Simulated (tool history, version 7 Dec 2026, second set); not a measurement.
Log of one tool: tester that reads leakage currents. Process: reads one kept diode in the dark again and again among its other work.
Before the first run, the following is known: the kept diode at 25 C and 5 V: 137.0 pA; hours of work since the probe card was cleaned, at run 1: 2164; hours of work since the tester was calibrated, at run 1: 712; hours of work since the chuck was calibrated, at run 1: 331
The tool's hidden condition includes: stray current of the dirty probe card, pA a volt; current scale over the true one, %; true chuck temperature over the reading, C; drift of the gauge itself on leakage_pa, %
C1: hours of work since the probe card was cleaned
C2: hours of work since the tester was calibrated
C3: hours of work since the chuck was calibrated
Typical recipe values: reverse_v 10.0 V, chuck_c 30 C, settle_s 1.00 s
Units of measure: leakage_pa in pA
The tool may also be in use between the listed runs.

{"run": 1, "hour": 0.0, "reverse_v": 10.0, "chuck_c": 30, "settle_s": 1.0, "C1": 2164, "C2": 712, "C3": 331, "leakage_pa": 327.07}
{"run": 2, "hour": 58.8, "reverse_v": 10.0, "chuck_c": 30, "settle_s": 1.0, "C1": 2208, "C2": 755, "C3": 375, "leakage_pa": 326.56}
{"run": 3, "hour": 123.9, "reverse_v": 10.0, "chuck_c": 30, "settle_s": 1.0, "C1": 2256, "C2": 804, "C3": 423, "leakage_pa": 328.58}
{"run": 4, "hour": 175.0, "reverse_v": 10.0, "chuck_c": 30, "settle_s": 1.89, "C1": 2294, "C2": 842, "C3": 461, "leakage_pa": 326.95}
{"run": 5, "hour": 253.4, "reverse_v": 10.0, "chuck_c": 30, "settle_s": 1.89, "C1": 2353, "C2": 900, "C3": 520, "leakage_pa": 327.78}
{"run": 6, "hour": 296.5, "reverse_v": 10.0, "chuck_c": 30, "settle_s": 1.89, "C1": 2385, "C2": 933, "C3": 552, "leakage_pa": 327.73}
{"hour": 352.3, "done": "probe card cleaned and baked"}
{"run": 7, "hour": 361.0, "reverse_v": 10.0, "chuck_c": 47, "settle_s": 1.0, "C1": 6, "C2": 978, "C3": 598, "leakage_pa": 1041.68}
{"run": 8, "hour": 401.5, "reverse_v": 2.3, "chuck_c": 47, "settle_s": 1.0, "C1": 37, "C2": 1009, "C3": 628, "leakage_pa": 438.21}
{"run": 9, "hour": 438.8, "reverse_v": 2.3, "chuck_c": 47, "settle_s": 1.0, "C1": 64, "C2": 1036, "C3": 656, "leakage_pa": 438.21}
{"hour": 446.7, "done": "chuck's temperature calibrated"}
{"run": 10, "hour": 506.7, "reverse_v": 2.3, "chuck_c": 47, "settle_s": 1.0, "C1": 114, "C2": 1085, "C3": 45, "leakage_pa": 437.89}
{"run": 11, "hour": 542.1, "reverse_v": 10.0, "chuck_c": 30, "settle_s": 1.0, "C1": 140, "C2": 1112, "C3": 71, "leakage_pa": 309.13}
{"run": 12, "hour": 618.7, "reverse_v": 10.0, "chuck_c": 28, "settle_s": 0.53, "C1": 197, "C2": 1169, "C3": 128, "leakage_pa": 268.93}
{"run": 13, "hour": 663.9, "reverse_v": 10.0, "chuck_c": 28, "settle_s": 0.53, "C1": 231, "C2": 1203, "C3": 162, "leakage_pa": 268.46}
{"hour": 729.7, "done": "chuck's temperature calibrated, once more"}
{"run": 14, "hour": 743.5, "reverse_v": 10.0, "chuck_c": 28, "settle_s": 0.53, "C1": 288, "C2": 1260, "C3": 10, "leakage_pa": 267.32}
{"run": 15, "hour": 818.0, "reverse_v": 10.0, "chuck_c": 58, "settle_s": 1.0, "C1": 344, "C2": 1316, "C3": 66, "leakage_pa": 2128.53}
{"run": 16, "hour": 890.1, "reverse_v": 10.0, "chuck_c": 58, "settle_s": 1.0, "C1": 398, "C2": 1370, "C3": 120, "leakage_pa": 2135.97}
{"run": 17, "hour": 941.3, "reverse_v": 1.2, "chuck_c": 30, "settle_s": 6.18, "C1": 436, "C2": 1408, "C3": 158, "leakage_pa": 87.37}
{"run": 18, "hour": 1010.0, "reverse_v": 1.8, "chuck_c": 49, "settle_s": 6.18, "C1": 487, "C2": 1459, "C3": 209, "leakage_pa": 430.4}
{"run": 19, "hour": 1053.6, "reverse_v": 1.8, "chuck_c": 49, "settle_s": 6.18, "C1": 519, "C2": 1491, "C3": 241, "leakage_pa": 430.22}
{"run": 20, "hour": 1125.5, "reverse_v": 1.8, "chuck_c": 23, "settle_s": 0.31, "C1": 573, "C2": 1545, "C3": 295, "leakage_pa": 66.15}
{"run": 21, "hour": 1201.5, "reverse_v": 1.8, "chuck_c": 23, "settle_s": 0.31, "C1": 630, "C2": 1602, "C3": 352, "leakage_pa": 66.41}
{"run": 22, "hour": 1244.3, "reverse_v": 1.8, "chuck_c": 23, "settle_s": 0.31, "C1": 662, "C2": 1634, "C3": 383, "leakage_pa": 66.14}

Consider 3 possible next runs. They are alternatives, not a sequence: every one starts from the tool as it was left by run 22. What does each give?
{"run": "A", "hour": 1319.4, "reverse_v": 1.6, "chuck_c": 20, "settle_s": 0.55, "C1": 718, "C2": 1689, "C3": 439, "leakage_pa": "?"}
{"run": "B", "hour": 1319.4, "reverse_v": 1.5, "chuck_c": 22, "settle_s": 1.13, "C1": 718, "C2": 1689, "C3": 439, "leakage_pa": "?"}
{"run": "C", "hour": 1319.4, "reverse_v": 1.4, "chuck_c": 30, "settle_s": 0.78, "C1": 718, "C2": 1689, "C3": 439, "leakage_pa": "?"}

run=A leakage_pa=48.40
run=B leakage_pa=54.23
run=C leakage_pa=96.05
What these runs would have given with no unlogged condition in the tool:
run=A leakage_pa=47.71
run=B leakage_pa=53.62
run=C leakage_pa=95.63
